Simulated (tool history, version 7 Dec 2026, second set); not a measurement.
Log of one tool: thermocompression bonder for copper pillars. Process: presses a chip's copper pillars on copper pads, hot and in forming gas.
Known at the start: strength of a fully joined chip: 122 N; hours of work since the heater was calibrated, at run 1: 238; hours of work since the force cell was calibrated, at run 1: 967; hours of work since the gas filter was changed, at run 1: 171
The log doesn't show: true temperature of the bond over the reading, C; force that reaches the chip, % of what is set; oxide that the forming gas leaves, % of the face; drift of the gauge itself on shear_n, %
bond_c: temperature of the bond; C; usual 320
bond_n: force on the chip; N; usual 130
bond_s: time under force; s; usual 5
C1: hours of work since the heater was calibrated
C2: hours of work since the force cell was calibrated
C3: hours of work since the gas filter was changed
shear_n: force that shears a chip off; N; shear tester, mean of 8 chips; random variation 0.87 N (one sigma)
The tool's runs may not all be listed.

Run 1, hour 0.0: usual settings; C1 238; C2 967; C3 171. Result: shear_n 86.9 N.
Run 2, hour 87.8: usual settings; C1 278; C2 1007; C3 211. Result: shear_n 83.8 N.
Run 3, hour 168.2: usual settings; C1 315; C2 1044; C3 248. Result: shear_n 83.8 N.
At hour 224.1: forming gas filter changed.
Run 4, hour 272.0: usual settings; C1 362; C2 1091; C3 22. Result: shear_n 88.8 N.
Run 5, hour 318.1: usual settings; C1 383; C2 1112; C3 43. Result: shear_n 88.4 N.
Run 6, hour 376.5: usual settings; C1 410; C2 1139; C3 70. Result: shear_n 87.7 N.
Run 7, hour 476.5: usual settings but bond_n 144 N; C1 456; C2 1185; C3 115. Result: shear_n 94.3 N.
Run 8, hour 526.5: usual settings but bond_c 290 C, bond_n 88 N; C1 478; C2 1207; C3 138. Result: shear_n 53.9 N.
Run 9, hour 587.0: usual settings but bond_c 323 C, bond_n 144 N, bond_s 8 s; C1 506; C2 1235; C3 166. Result: shear_n 101.1 N.
At hour 632.3: force cell calibrated.
Run 10, hour 660.3: usual settings but bond_c 329 C, bond_n 174 N, bond_s 4 s; C1 539; C2 13; C3 199. Result: shear_n 95.0 N.
Run 11, hour 710.1: usual settings but bond_c 348 C, bond_n 103 N, bond_s 9 s; C1 562; C2 36; C3 221. Result: shear_n 92.3 N.
Run 12, hour 774.8: usual settings but bond_c 305 C, bond_n 169 N, bond_s 8 s; C1 591; C2 65; C3 251. Result: shear_n 98.4 N.
At hour 820.1: forming gas filter changed.
Run 13, hour 877.7: usual settings but bond_c 305 C, bond_n 169 N, bond_s 8 s; C1 638; C2 112; C3 26. Result: shear_n 101.3 N.
Run 14, hour 953.3: usual settings but bond_c 300 C, bond_n 114 N, bond_s 6 s; C1 672; C2 146; C3 61. Result: shear_n 72.9 N.

Forecast each of these 3 alternatives for the next run:
Run A, hour 1049.1: usual settings but bond_c 326 C, bond_n 149 N, bond_s 6 s; C1 716; C2 190; C3 105. Result: shear_n ?.
Run B, hour 1049.1: usual settings but bond_c 300 C, bond_n 114 N, bond_s 15 s; C1 716; C2 190; C3 105. Result: shear_n ?.
Run C, hour 1049.1: usual settings but bond_c 341 C, bond_n 114 N, bond_s 6 s; C1 716; C2 190; C3 105. Result: shear_n ?.

run  shear_n
  A     99.1
  B     92.8
  C     93.2
Without the tool's hidden state the same runs would have given:
run  shear_n
  A     97.8
  B     90.9
  C     91.6
